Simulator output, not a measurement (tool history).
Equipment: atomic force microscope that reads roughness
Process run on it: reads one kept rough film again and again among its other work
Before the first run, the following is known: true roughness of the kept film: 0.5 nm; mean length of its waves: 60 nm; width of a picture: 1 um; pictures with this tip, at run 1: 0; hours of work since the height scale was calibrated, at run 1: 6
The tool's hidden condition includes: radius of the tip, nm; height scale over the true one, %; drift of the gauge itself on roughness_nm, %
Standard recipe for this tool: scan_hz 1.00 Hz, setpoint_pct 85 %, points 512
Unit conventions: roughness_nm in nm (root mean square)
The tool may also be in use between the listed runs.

run,hour,scan_hz,setpoint_pct,points,pictures with this tip,hours of work since the height scale was calibrated,roughness_nm
1,0.0,1.00,85,512,0,6,0.4402
2,14.7,1.00,85,512,13,13,0.4385
3,31.4,1.00,85,512,28,21,0.4380
4,52.4,1.00,85,512,46,31,0.4383
5,64.8,1.00,85,512,57,38,0.4369
6,78.6,1.00,85,512,70,44,0.4358
7,98.3,1.00,85,512,87,54,0.4348
# hour 102.0: new tip fitted
8,116.0,1.00,88,512,12,62,0.4319
9,132.1,1.00,85,512,26,70,0.4387
10,146.7,1.00,85,512,39,78,0.4380
11,168.5,1.00,85,512,58,88,0.4367
12,178.7,1.00,86,512,67,93,0.4334
13,196.2,1.00,86,512,83,102,0.4332
# hour 204.1: new tip fitted
14,208.6,1.00,86,512,4,108,0.4372
15,220.8,1.00,86,512,15,114,0.4363
16,230.5,1.00,85,512,23,118,0.4392
17,249.2,1.00,85,512,40,128,0.4379
18,260.8,1.00,85,512,50,133,0.4373
19,281.3,1.00,85,911,68,143,0.4362
20,291.5,1.00,85,911,77,148,0.4363
21,301.5,1.00,85,911,86,153,0.4372
# hour 306.2: new tip fitted
22,312.0,3.95,85,512,5,158,0.3291
23,331.1,3.95,64,512,22,168,0.4261
24,353.2,3.95,64,512,41,179,0.4248
25,371.2,3.95,64,512,57,187,0.4242
26,390.8,0.91,76,377,74,197,0.4576
# hour 408.3: new tip fitted
27,410.3,1.21,81,266,2,206,0.4393
28,426.5,2.17,71,612,16,214,0.4377
29,441.8,2.17,71,612,30,222,0.4359
30,453.2,1.34,74,298,40,227,0.4488
# hour 455.6: height scale calibrated on a step standard
31,464.5,1.45,82,461,49,4,0.4244
32,479.3,1.45,82,605,62,12,0.4249
33,494.5,1.00,56,512,75,19,0.4806
34,506.0,1.00,85,529,85,25,0.4356
# hour 510.6: new tip fitted
# hour 513.4: height scale calibrated on a step standard, once more
35,517.5,1.00,85,529,5,2,0.4408
36,529.3,1.06,63,934,16,8,0.4761
37,541.3,0.82,63,338,26,14,0.4794
38,553.8,0.82,72,338,37,20,0.4684
39,573.2,0.91,70,816,54,29,0.4694
40,582.9,1.04,85,280,63,34,0.4338
41,598.0,1.00,79,512,76,42,0.4503
# hour 613.0: new tip fitted
42,619.0,0.59,73,870,5,52,0.4770
43,634.5,1.10,86,338,19,59,0.4313

What if the next run were any one of these 4? Each begins from the tool's condition after run 43:
A,656.5,0.67,62,280,38,70,?
B,656.5,1.10,60,338,38,70,?
C,656.5,2.59,85,512,38,70,?
D,656.5,1.10,74,442,38,70,?

run,roughness_nm
A,0.4800
B,0.4775
C,0.3705
D,0.4580
Without the tool's hidden state the same runs would have given:
run,roughness_nm
A,0.4823
B,0.4798
C,0.3722
D,0.4602

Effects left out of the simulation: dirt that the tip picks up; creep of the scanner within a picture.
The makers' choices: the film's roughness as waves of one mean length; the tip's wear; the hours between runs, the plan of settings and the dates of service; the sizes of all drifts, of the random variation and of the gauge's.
